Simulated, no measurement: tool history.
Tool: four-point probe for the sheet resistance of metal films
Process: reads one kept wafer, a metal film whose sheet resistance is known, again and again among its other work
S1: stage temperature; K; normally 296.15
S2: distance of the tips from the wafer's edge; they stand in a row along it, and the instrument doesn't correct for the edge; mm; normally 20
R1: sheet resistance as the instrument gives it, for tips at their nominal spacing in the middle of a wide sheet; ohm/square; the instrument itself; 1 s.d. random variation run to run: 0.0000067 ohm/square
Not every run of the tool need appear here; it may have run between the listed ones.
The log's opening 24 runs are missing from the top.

run    hour      S1  S2        R1
 25  1694.7  299.15  19  0.033661
 26    1742  304.15   4  0.034607
 27  1815.2  292.15  37  0.033785
 28  1887.8  292.15  16  0.033864
 29  1959.3  292.15  16  0.033864
 30  2022.2  292.15  16  0.033855
 31  2091.5  303.15  21  0.033597
 32  2146.8  303.15  21  0.033609
 33    2229  303.15  21   0.03361
 34  2298.7  302.15  20  0.033629
 35  2356.7  296.15  45  0.033746

3 options for the next run, each taken on its own from the tool as it stands now. Forecast them:
  A  2443.6  295.15  13   ?
  B  2443.6  296.15  12   ?
  C  2443.6  296.15  55   ?

run        R1
  A  0.033874
  B   0.03386
  C  0.033737
What these runs would have given with no unlogged condition in the tool:
run        R1
  A  0.033839
  B  0.033825
  C  0.033702
